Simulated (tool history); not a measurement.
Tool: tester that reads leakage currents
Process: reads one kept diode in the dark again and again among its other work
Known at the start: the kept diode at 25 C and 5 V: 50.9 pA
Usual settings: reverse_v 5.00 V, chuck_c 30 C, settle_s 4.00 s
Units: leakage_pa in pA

run    hour  reverse_v  chuck_c  settle_s  leakage_pa
  1     0.0       5.00       30      4.00      104.28
  2   143.1       1.93       30      4.00       71.63
      209.7  -- chuck's temperature calibrated
  3   271.3       4.29       30      4.00       84.03
      369.4  -- probe card cleaned and baked
  4   440.2       4.29       30      4.00       75.77
  5   696.8       1.43       30      4.00       51.97
  6   891.7       1.43       30      4.00       52.38
  7  1015.5       5.00       30      4.00       84.44
  8  1259.5       5.00       30      4.00       85.36
  9  1477.4       5.00       30      4.00       86.67
 10  1750.6       5.00       30      4.00       88.60
 11  1914.6       5.00       30      4.00       89.87
     2081.4  -- tester calibrated
 12  2112.4       5.00       43      4.00      282.85
 13  2352.4       1.04       55      0.49      425.97
 14  2546.4       1.04       55      0.49      431.72
 15  2753.3       1.04       55      0.49      433.60
 16  3043.6       5.00       34      0.48      140.93
     3262.4  -- chuck's temperature calibrated
 17  3315.3       7.40       33      0.98      138.51
 18  3585.6      11.99       36      0.40      223.27
 19  3752.5       5.04       54      4.00      668.18
 20  4031.7       5.00       34      4.00      132.92
 21  4212.1       1.11       34      1.52       75.14
     4434.9  -- probe card cleaned and baked
 22  4435.9      11.84       34      0.81      172.10

3 ways to go on from here, each from the tool as it stands after run 22. What would each give?
  A  4568.0       5.91       30      4.00           ?
  B  4568.0       5.48       30      4.00           ?
  C  4568.0       5.00       24      4.00           ?

run  leakage_pa
  A       94.14
  B       91.03
  C       50.64
Without the tool's hidden state the same runs would have given:
run  leakage_pa
  A       87.15
  B       84.29
  C       46.59

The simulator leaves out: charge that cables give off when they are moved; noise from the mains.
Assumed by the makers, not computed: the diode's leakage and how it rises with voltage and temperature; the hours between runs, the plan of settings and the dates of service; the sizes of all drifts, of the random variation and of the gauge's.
